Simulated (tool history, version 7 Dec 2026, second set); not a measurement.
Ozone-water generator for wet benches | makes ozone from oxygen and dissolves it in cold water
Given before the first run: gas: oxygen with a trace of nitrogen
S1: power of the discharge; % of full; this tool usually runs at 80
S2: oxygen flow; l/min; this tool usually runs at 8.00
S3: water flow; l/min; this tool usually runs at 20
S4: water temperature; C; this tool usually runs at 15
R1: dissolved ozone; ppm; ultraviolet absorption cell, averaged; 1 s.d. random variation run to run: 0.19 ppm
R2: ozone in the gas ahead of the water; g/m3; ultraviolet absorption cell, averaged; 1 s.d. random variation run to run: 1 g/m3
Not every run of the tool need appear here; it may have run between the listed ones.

{"run": 1, "hour": 0.0, "S1": 80, "S2": 8.0, "S3": 20, "S4": 15, "R1": 25.6, "R2": 170.7}
{"run": 2, "hour": 174.0, "S1": 80, "S2": 8.0, "S3": 20, "S4": 15, "R1": 25.6, "R2": 170.6}
{"run": 3, "hour": 314.3, "S1": 80, "S2": 8.0, "S3": 18, "S4": 15, "R1": 27.3, "R2": 171.0}
{"run": 4, "hour": 446.5, "S1": 80, "S2": 8.0, "S3": 18, "S4": 15, "R1": 27.1, "R2": 171.2}
{"run": 5, "hour": 600.7, "S1": 80, "S2": 8.0, "S3": 29, "S4": 15, "R1": 18.8, "R2": 169.5}
{"hour": 669.2, "done": "water thermometer calibrated"}
{"run": 6, "hour": 790.4, "S1": 80, "S2": 8.0, "S3": 29, "S4": 15, "R1": 19.0, "R2": 168.0}
{"run": 7, "hour": 993.9, "S1": 85, "S2": 8.0, "S3": 29, "S4": 15, "R1": 19.7, "R2": 174.2}
{"hour": 1041.0, "done": "contactor cleaned"}
{"run": 8, "hour": 1172.0, "S1": 85, "S2": 8.0, "S3": 29, "S4": 15, "R1": 20.4, "R2": 174.6}
{"run": 9, "hour": 1330.2, "S1": 85, "S2": 6.76, "S3": 29, "S4": 15, "R1": 20.2, "R2": 195.2}
{"run": 10, "hour": 1446.8, "S1": 85, "S2": 6.76, "S3": 29, "S4": 15, "R1": 20.3, "R2": 195.9}
{"run": 11, "hour": 1613.0, "S1": 85, "S2": 6.76, "S3": 29, "S4": 15, "R1": 20.3, "R2": 193.3}
{"run": 12, "hour": 1771.9, "S1": 85, "S2": 6.76, "S3": 29, "S4": 15, "R1": 20.1, "R2": 193.4}
{"run": 13, "hour": 1856.9, "S1": 85, "S2": 6.76, "S3": 29, "S4": 15, "R1": 20.3, "R2": 194.5}
{"run": 14, "hour": 1997.5, "S1": 80, "S2": 8.0, "S3": 24, "S4": 10, "R1": 23.7, "R2": 164.9}
{"run": 15, "hour": 2112.3, "S1": 50, "S2": 13.98, "S3": 17, "S4": 10, "R1": 19.0, "R2": 82.7}
{"run": 16, "hour": 2250.0, "S1": 80, "S2": 8.0, "S3": 20, "S4": 12, "R1": 26.2, "R2": 163.4}
{"run": 17, "hour": 2453.2, "S1": 80, "S2": 8.0, "S3": 20, "S4": 12, "R1": 25.9, "R2": 163.2}
{"run": 18, "hour": 2582.4, "S1": 80, "S2": 8.0, "S3": 20, "S4": 12, "R1": 25.9, "R2": 163.5}
{"run": 19, "hour": 2751.8, "S1": 80, "S2": 4.77, "S3": 22, "S4": 9, "R1": 25.6, "R2": 228.3}
{"run": 20, "hour": 2896.0, "S1": 80, "S2": 4.77, "S3": 30, "S4": 9, "R1": 19.3, "R2": 226.4}
{"run": 21, "hour": 3017.0, "S1": 52, "S2": 8.49, "S3": 19, "S4": 10, "R1": 20.0, "R2": 116.2}

Hidden state or all else? Some run-to-run changes of R1, split into what the settings, what came in and random variation would give without the hidden state, and what is left for the hidden state (with any gauge scatter that isn't in both results):
What the log doesn't record here: yield of the discharge, % of new electrodes'; contactor's efficiency, % of a clean one's; true water temperature over the reading, C; drift of the gauge itself on ozone_ppm, %; drift of the gauge itself on gas_g_m3, %.
Run 4 -> 5: S3 18 -> 29. R1 -8.3 ppm: hidden state +0.6, all else -8.9.
Run 14 -> 15: S1 80 -> 50, S2 8.00 -> 13.98, S3 24 -> 17. R1 -4.7 ppm: hidden state +1.0, all else -5.7.
Run 15 -> 16: S1 50 -> 80, S2 13.98 -> 8.00, S3 17 -> 20, S4 10 -> 12. R1 +7.2 ppm: hidden state -1.3, all else +8.5.
